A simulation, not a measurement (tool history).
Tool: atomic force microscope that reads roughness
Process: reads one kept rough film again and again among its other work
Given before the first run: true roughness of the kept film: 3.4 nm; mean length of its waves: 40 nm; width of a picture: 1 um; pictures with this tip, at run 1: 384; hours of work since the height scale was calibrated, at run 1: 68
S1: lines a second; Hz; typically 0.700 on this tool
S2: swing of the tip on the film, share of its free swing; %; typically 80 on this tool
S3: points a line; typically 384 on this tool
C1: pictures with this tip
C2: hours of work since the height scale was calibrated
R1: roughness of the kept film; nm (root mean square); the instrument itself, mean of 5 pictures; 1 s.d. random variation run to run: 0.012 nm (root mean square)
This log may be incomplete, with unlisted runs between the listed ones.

Run 1, hour 0.0: usual settings; C1 384; C2 68. Result: R1 2.900 nm (root mean square).
At hour 4.5: new tip fitted.
Run 2, hour 8.5: usual settings; C1 9; C2 73. Result: R1 2.921 nm (root mean square).
Run 3, hour 27.8: usual settings; C1 50; C2 86. Result: R1 2.916 nm (root mean square).
Run 4, hour 37.0: usual settings but S1 1.730 Hz; C1 70; C2 93. Result: R1 2.702 nm (root mean square).
Run 5, hour 45.4: usual settings but S1 2.011 Hz; C1 88; C2 98. Result: R1 2.645 nm (root mean square).
Run 6, hour 58.6: usual settings; C1 116; C2 107. Result: R1 2.926 nm (root mean square).
Run 7, hour 67.4: usual settings; C1 135; C2 113. Result: R1 2.943 nm (root mean square).
Run 8, hour 82.2: usual settings but S1 2.366 Hz; C1 167; C2 123. Result: R1 2.561 nm (root mean square).
Run 9, hour 97.1: usual settings; C1 199; C2 133. Result: R1 2.929 nm (root mean square).
Run 10, hour 113.3: usual settings; C1 233; C2 144. Result: R1 2.930 nm (root mean square).
Run 11, hour 130.9: usual settings but S1 1.596 Hz; C1 271; C2 156. Result: R1 2.713 nm (root mean square).
Run 12, hour 145.0: usual settings but S1 1.596 Hz; C1 301; C2 165. Result: R1 2.707 nm (root mean square).
Run 13, hour 155.8: usual settings but S1 1.596 Hz, S3 764; C1 324; C2 173. Result: R1 2.707 nm (root mean square).
Run 14, hour 165.9: usual settings; C1 346; C2 179. Result: R1 2.916 nm (root mean square).
Run 15, hour 174.0: usual settings; C1 363; C2 185. Result: R1 2.920 nm (root mean square).
At hour 188.8: new tip fitted.
Run 16, hour 188.8: usual settings but S1 2.333 Hz; C1 0; C2 194. Result: R1 2.570 nm (root mean square).
Run 17, hour 206.9: usual settings but S1 2.333 Hz; C1 38; C2 207. Result: R1 2.553 nm (root mean square).
Run 18, hour 223.1: usual settings; C1 73; C2 217. Result: R1 2.940 nm (root mean square).
Run 19, hour 238.9: usual settings; C1 107; C2 228. Result: R1 2.940 nm (root mean square).
Run 20, hour 253.1: usual settings; C1 137; C2 238. Result: R1 2.927 nm (root mean square).
Run 21, hour 268.4: usual settings but S2 83 %, S3 426; C1 170; C2 248. Result: R1 2.899 nm (root mean square).
Run 22, hour 286.1: usual settings but S1 1.615 Hz, S2 77 %, S3 309; C1 208; C2 260. Result: R1 2.749 nm (root mean square).
Run 23, hour 294.3: usual settings but S1 0.655 Hz, S2 62 %, S3 1020; C1 225; C2 265. Result: R1 3.036 nm (root mean square).
Run 24, hour 304.4: usual settings but S1 0.655 Hz, S2 62 %, S3 1020; C1 247; C2 272. Result: R1 3.060 nm (root mean square).
Run 25, hour 316.3: usual settings but S1 0.856 Hz, S2 56 %, S3 444; C1 272; C2 280. Result: R1 3.044 nm (root mean square).
Run 26, hour 326.5: usual settings but S3 707; C1 294; C2 287. Result: R1 2.943 nm (root mean square).
Run 27, hour 335.7: usual settings but S3 707; C1 314; C2 293. Result: R1 2.925 nm (root mean square).
Run 28, hour 353.7: usual settings but S2 55 %, S3 307; C1 352; C2 305. Result: R1 3.038 nm (root mean square).
Run 29, hour 367.8: usual settings but S2 55 %, S3 307; C1 382; C2 315. Result: R1 3.050 nm (root mean square).
At hour 372.7: new tip fitted.
Run 30, hour 382.2: usual settings but S2 55 %, S3 764; C1 20; C2 324. Result: R1 3.110 nm (root mean square).
Run 31, hour 395.4: usual settings but S2 55 %, S3 764; C1 48; C2 333. Result: R1 3.061 nm (root mean square).
Run 32, hour 410.1: usual settings but S1 0.781 Hz, S2 63 %, S3 793; C1 80; C2 343. Result: R1 3.044 nm (root mean square).
Run 33, hour 427.1: usual settings but S1 0.672 Hz, S3 993; C1 116; C2 354. Result: R1 2.950 nm (root mean square).
Run 34, hour 441.8: usual settings but S3 334; C1 147; C2 364. Result: R1 2.921 nm (root mean square).
Run 35, hour 459.3: usual settings but S3 486; C1 185; C2 376. Result: R1 2.925 nm (root mean square).
Run 36, hour 476.9: usual settings but S2 57 %, S3 851; C1 223; C2 388. Result: R1 3.081 nm (root mean square).

The same runs without the tool's hidden state, with the same run-to-run variation:
Unlogged tool condition in this case: radius of the tip, nm; height scale over the true one, %; drift of the gauge itself on roughness_nm, %.
run     R1
  1  2.914
  2  2.921
  3  2.918
  4  2.704
  5  2.648
  6  2.930
  7  2.948
  8  2.566
  9  2.936
 10  2.938
 11  2.721
 12  2.717
 13  2.717
 14  2.928
 15  2.932
 16  2.570
 17  2.554
 18  2.943
 19  2.943
 20  2.932
 21  2.905
 22  2.755
 23  3.044
 24  3.069
 25  3.054
 26  2.954
 27  2.937
 28  3.051
 29  3.065
 30  3.110
 31  3.063
 32  3.047
 33  2.954
 34  2.926
 35  2.931
 36  3.088
